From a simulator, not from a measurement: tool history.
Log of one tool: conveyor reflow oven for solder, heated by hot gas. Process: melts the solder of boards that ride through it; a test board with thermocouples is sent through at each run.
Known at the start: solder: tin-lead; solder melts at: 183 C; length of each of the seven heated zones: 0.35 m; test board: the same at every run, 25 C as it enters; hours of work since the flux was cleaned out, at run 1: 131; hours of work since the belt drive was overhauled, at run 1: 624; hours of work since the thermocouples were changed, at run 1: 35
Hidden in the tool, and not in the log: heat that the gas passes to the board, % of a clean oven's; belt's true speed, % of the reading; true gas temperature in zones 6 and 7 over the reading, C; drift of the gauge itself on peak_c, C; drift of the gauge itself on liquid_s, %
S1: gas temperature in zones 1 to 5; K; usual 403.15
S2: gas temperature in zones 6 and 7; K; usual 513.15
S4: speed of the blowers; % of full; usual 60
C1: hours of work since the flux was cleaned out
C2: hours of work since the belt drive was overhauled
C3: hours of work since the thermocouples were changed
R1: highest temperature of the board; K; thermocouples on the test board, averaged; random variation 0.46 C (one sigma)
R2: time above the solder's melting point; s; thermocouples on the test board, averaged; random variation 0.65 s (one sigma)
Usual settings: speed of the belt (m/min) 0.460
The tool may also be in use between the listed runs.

run 1 hour=0.0 | S1=403.15 S2=513.15 speed_of_the_belt_(m/min)=0.460 S4=60 | C1=131 C2=624 C3=35 | R1=493.35 R2=66.8
run 2 hour=5.3 | S1=403.15 S2=513.15 speed_of_the_belt_(m/min)=0.460 S4=60 | C1=133 C2=627 C3=37 | R1=492.75 R2=66.8
run 3 hour=16.4 | S1=403.15 S2=513.15 speed_of_the_belt_(m/min)=0.460 S4=60 | C1=138 C2=632 C3=42 | R1=493.25 R2=68.1
run 4 hour=24.5 | S1=403.15 S2=513.15 speed_of_the_belt_(m/min)=0.460 S4=60 | C1=142 C2=635 C3=45 | R1=492.65 R2=68.1
run 5 hour=35.6 | S1=403.15 S2=513.15 speed_of_the_belt_(m/min)=0.460 S4=60 | C1=147 C2=640 C3=50 | R1=492.25 R2=66.4
run 6 hour=45.7 | S1=403.15 S2=513.15 speed_of_the_belt_(m/min)=0.460 S4=60 | C1=151 C2=645 C3=55 | R1=492.95 R2=68.0
run 7 hour=53.8 | S1=403.15 S2=513.15 speed_of_the_belt_(m/min)=0.460 S4=57 | C1=155 C2=648 C3=58 | R1=491.05 R2=66.0
run 8 hour=61.1 | S1=403.15 S2=513.15 speed_of_the_belt_(m/min)=0.460 S4=57 | C1=158 C2=651 C3=62 | R1=491.25 R2=67.5
run 9 hour=71.9 | S1=403.15 S2=513.15 speed_of_the_belt_(m/min)=0.460 S4=57 | C1=163 C2=656 C3=66 | R1=490.85 R2=66.6
run 10 hour=77.3 | S1=403.15 S2=513.15 speed_of_the_belt_(m/min)=0.460 S4=70 | C1=165 C2=659 C3=69 | R1=494.65 R2=69.7
run 11 hour=83.0 | S1=403.15 S2=513.15 speed_of_the_belt_(m/min)=0.460 S4=70 | C1=168 C2=661 C3=71 | R1=494.85 R2=71.0
run 12 hour=88.5 | S1=403.15 S2=513.15 speed_of_the_belt_(m/min)=0.460 S4=60 | C1=170 C2=663 C3=74 | R1=491.55 R2=66.4
run 13 hour=100.1 | S1=403.15 S2=513.15 speed_of_the_belt_(m/min)=0.460 S4=60 | C1=175 C2=669 C3=79 | R1=492.45 R2=69.2
run 14 hour=111.2 | S1=403.15 S2=513.15 speed_of_the_belt_(m/min)=0.460 S4=60 | C1=180 C2=673 C3=84 | R1=492.55 R2=68.4
run 15 hour=120.2 | S1=403.15 S2=513.15 speed_of_the_belt_(m/min)=0.376 S4=60 | C1=184 C2=677 C3=88 | R1=499.55 R2=90.7
run 16 hour=126.5 | S1=403.15 S2=513.15 speed_of_the_belt_(m/min)=0.528 S4=60 | C1=187 C2=680 C3=90 | R1=486.75 R2=52.8
run 17 hour=133.9 | S1=416.15 S2=512.15 speed_of_the_belt_(m/min)=0.449 S4=56 | C1=190 C2=683 C3=94 | R1=493.55 R2=77.0
run 18 hour=139.9 | S1=402.15 S2=513.15 speed_of_the_belt_(m/min)=0.434 S4=52 | C1=193 C2=686 C3=96 | R1=491.75 R2=71.9
run 19 hour=148.0 | S1=416.15 S2=510.15 speed_of_the_belt_(m/min)=0.535 S4=87 | C1=196 C2=690 C3=100 | R1=492.95 R2=63.3
run 20 hour=155.7 | S1=389.15 S2=516.15 speed_of_the_belt_(m/min)=0.460 S4=58 | C1=200 C2=693 C3=103 | R1=491.35 R2=61.7
run 21 hour=168.2 | S1=402.15 S2=525.15 speed_of_the_belt_(m/min)=0.396 S4=51 | C1=205 C2=699 C3=109 | R1=505.65 R2=91.1
run 22 hour=173.6 | S1=403.15 S2=513.15 speed_of_the_belt_(m/min)=0.460 S4=53 | C1=208 C2=701 C3=111 | R1=489.65 R2=64.7
run 23 hour=185.0 | S1=395.15 S2=513.15 speed_of_the_belt_(m/min)=0.460 S4=60 | C1=213 C2=706 C3=116 | R1=490.25 R2=64.0
run 24 hour=194.2 | S1=395.15 S2=510.15 speed_of_the_belt_(m/min)=0.460 S4=65 | C1=217 C2=710 C3=120 | R1=489.85 R2=61.5
run 25 hour=203.3 | S1=395.15 S2=510.15 speed_of_the_belt_(m/min)=0.460 S4=65 | C1=221 C2=714 C3=124 | R1=489.05 R2=62.2
run 26 hour=214.6 | S1=416.15 S2=501.15 speed_of_the_belt_(m/min)=0.530 S4=51 | C1=226 C2=719 C3=129 | R1=477.45 R2=46.1
run 27 hour=224.1 | S1=403.15 S2=502.15 speed_of_the_belt_(m/min)=0.460 S4=67 | C1=230 C2=723 C3=133 | R1=484.05 R2=60.0
run 28 hour=232.5 | S1=403.15 S2=502.15 speed_of_the_belt_(m/min)=0.460 S4=67 | C1=233 C2=727 C3=137 | R1=484.65 R2=59.6
run 29 hour=243.2 | S1=396.15 S2=502.15 speed_of_the_belt_(m/min)=0.460 S4=55 | C1=238 C2=732 C3=142 | R1=478.65 R2=48.9
run 30 hour=249.9 | S1=400.15 S2=502.15 speed_of_the_belt_(m/min)=0.462 S4=72 | C1=241 C2=734 C3=145 | R1=484.85 R2=58.6

Hidden state or all else? Some run-to-run changes of R1, split into what the settings, what came in and random variation would give without the hidden state, and what is left for the hidden state (with any gauge scatter that isn't in both results):
Run 15 -> 16: speed of the belt (m/min) 0.376 -> 0.528. R1 -12.80 K: hidden state -0.40, all else -12.40.
Run 16 -> 17: S1 403.15 -> 416.15, S2 513.15 -> 512.15, speed of the belt (m/min) 0.528 -> 0.449, S4 60 -> 56. R1 +6.80 K: hidden state +0.40, all else +6.40.
Run 18 -> 19: S1 402.15 -> 416.15, S2 513.15 -> 510.15, speed of the belt (m/min) 0.434 -> 0.535, S4 52 -> 87. R1 +1.20 K: hidden state -0.40, all else +1.60.
Run 20 -> 21: S1 389.15 -> 402.15, S2 516.15 -> 525.15, speed of the belt (m/min) 0.460 -> 0.396, S4 58 -> 51. R1 +14.30 K: hidden state +0.30, all else +14.00.
Run 21 -> 22: S1 402.15 -> 403.15, S2 525.15 -> 513.15, speed of the belt (m/min) 0.396 -> 0.460, S4 51 -> 53. R1 -16.00 K: hidden state -0.20, all else -15.80.
